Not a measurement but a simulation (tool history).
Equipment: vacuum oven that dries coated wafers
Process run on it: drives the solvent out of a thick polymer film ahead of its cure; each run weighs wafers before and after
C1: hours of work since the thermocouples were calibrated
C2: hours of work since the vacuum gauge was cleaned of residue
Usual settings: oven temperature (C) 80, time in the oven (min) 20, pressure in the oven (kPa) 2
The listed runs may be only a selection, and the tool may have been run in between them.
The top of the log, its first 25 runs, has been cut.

{"run": 26, "day": 48.283, "oven temperature (C)": 94, "time in the oven (min)": 16, "pressure in the oven (kPa)": 4.84, "C1": 775, "C2": 126, "solvent left in the film (%)": 1.82}
{"run": 27, "day": 50.329, "oven temperature (C)": 80, "time in the oven (min)": 20, "pressure in the oven (kPa)": 2.59, "C1": 809, "C2": 159, "solvent left in the film (%)": 2.59}
{"run": 28, "day": 51.825, "oven temperature (C)": 86, "time in the oven (min)": 25, "pressure in the oven (kPa)": 1.15, "C1": 834, "C2": 184, "solvent left in the film (%)": 0.79}
{"run": 29, "day": 54.071, "oven temperature (C)": 76, "time in the oven (min)": 20, "pressure in the oven (kPa)": 6.49, "C1": 871, "C2": 221, "solvent left in the film (%)": 5.87}
{"run": 30, "day": 55.312, "oven temperature (C)": 86, "time in the oven (min)": 20, "pressure in the oven (kPa)": 1.5, "C1": 891, "C2": 242, "solvent left in the film (%)": 1.11}
{"run": 31, "day": 56.883, "oven temperature (C)": 86, "time in the oven (min)": 20, "pressure in the oven (kPa)": 1.5, "C1": 917, "C2": 268, "solvent left in the film (%)": 1.06}
{"day": 57.162, "done": "vacuum gauge cleaned of residue and calibrated, once more"}
{"run": 32, "day": 59.204, "oven temperature (C)": 80, "time in the oven (min)": 20, "pressure in the oven (kPa)": 2.49, "C1": 954, "C2": 34, "solvent left in the film (%)": 2.43}
{"run": 33, "day": 61.792, "oven temperature (C)": 80, "time in the oven (min)": 20, "pressure in the oven (kPa)": 4.95, "C1": 997, "C2": 77, "solvent left in the film (%)": 3.79}
{"run": 34, "day": 62.942, "oven temperature (C)": 69, "time in the oven (min)": 20, "pressure in the oven (kPa)": 4.95, "C1": 1016, "C2": 96, "solvent left in the film (%)": 7.1}
{"run": 35, "day": 64.729, "oven temperature (C)": 69, "time in the oven (min)": 20, "pressure in the oven (kPa)": 4.94, "C1": 1046, "C2": 125, "solvent left in the film (%)": 7.03}
{"run": 36, "day": 66.958, "oven temperature (C)": 92, "time in the oven (min)": 14, "pressure in the oven (kPa)": 2, "C1": 1083, "C2": 162, "solvent left in the film (%)": 1}
{"run": 37, "day": 68.208, "oven temperature (C)": 74, "time in the oven (min)": 16, "pressure in the oven (kPa)": 6.83, "C1": 1103, "C2": 183, "solvent left in the film (%)": 7.03}
{"run": 38, "day": 69.354, "oven temperature (C)": 74, "time in the oven (min)": 16, "pressure in the oven (kPa)": 6.83, "C1": 1122, "C2": 202, "solvent left in the film (%)": 6.99}
{"run": 39, "day": 70.892, "oven temperature (C)": 74, "time in the oven (min)": 16, "pressure in the oven (kPa)": 6.83, "C1": 1148, "C2": 227, "solvent left in the film (%)": 6.94}
{"run": 40, "day": 72.146, "oven temperature (C)": 74, "time in the oven (min)": 16, "pressure in the oven (kPa)": 6.83, "C1": 1169, "C2": 248, "solvent left in the film (%)": 6.96}
{"run": 41, "day": 73.95, "oven temperature (C)": 80, "time in the oven (min)": 23, "pressure in the oven (kPa)": 1.25, "C1": 1198, "C2": 278, "solvent left in the film (%)": 1.36}
{"day": 74.654, "done": "oven's thermocouples calibrated"}
{"run": 42, "day": 76.079, "oven temperature (C)": 80, "time in the oven (min)": 20, "pressure in the oven (kPa)": 6.52, "C1": 24, "C2": 311, "solvent left in the film (%)": 5.34}
{"run": 43, "day": 78.821, "oven temperature (C)": 80, "time in the oven (min)": 20, "pressure in the oven (kPa)": 6.52, "C1": 69, "C2": 357, "solvent left in the film (%)": 5.28}
{"run": 44, "day": 80.792, "oven temperature (C)": 87, "time in the oven (min)": 20, "pressure in the oven (kPa)": 6.52, "C1": 101, "C2": 389, "solvent left in the film (%)": 3.59}
{"run": 45, "day": 82.6, "oven temperature (C)": 80, "time in the oven (min)": 14, "pressure in the oven (kPa)": 4.85, "C1": 131, "C2": 419, "solvent left in the film (%)": 5.18}
{"run": 46, "day": 85.038, "oven temperature (C)": 80, "time in the oven (min)": 20, "pressure in the oven (kPa)": 5.86, "C1": 172, "C2": 460, "solvent left in the film (%)": 4.9}

Each row is a separate what-if for the run after 46, all from the same tool condition, not one after another. Results?
{"run": "A", "day": 87.45, "oven temperature (C)": 82, "time in the oven (min)": 12, "pressure in the oven (kPa)": 6.17, "C1": 212, "C2": 500, "solvent left in the film (%)": "?"}
{"run": "B", "day": 87.45, "oven temperature (C)": 72, "time in the oven (min)": 20, "pressure in the oven (kPa)": 5.86, "C1": 212, "C2": 500, "solvent left in the film (%)": "?"}
{"run": "C", "day": 87.45, "oven temperature (C)": 80, "time in the oven (min)": 12, "pressure in the oven (kPa)": 2.1, "C1": 212, "C2": 500, "solvent left in the film (%)": "?"}

run=A solvent_left_in_the_film_(%)=5.49
run=B solvent_left_in_the_film_(%)=7.39
run=C solvent_left_in_the_film_(%)=4.17
Stripped of hidden state, with their random variation kept, the same runs would have yielded:
run=A solvent_left_in_the_film_(%)=5.52
run=B solvent_left_in_the_film_(%)=7.41
run=C solvent_left_in_the_film_(%)=4.2

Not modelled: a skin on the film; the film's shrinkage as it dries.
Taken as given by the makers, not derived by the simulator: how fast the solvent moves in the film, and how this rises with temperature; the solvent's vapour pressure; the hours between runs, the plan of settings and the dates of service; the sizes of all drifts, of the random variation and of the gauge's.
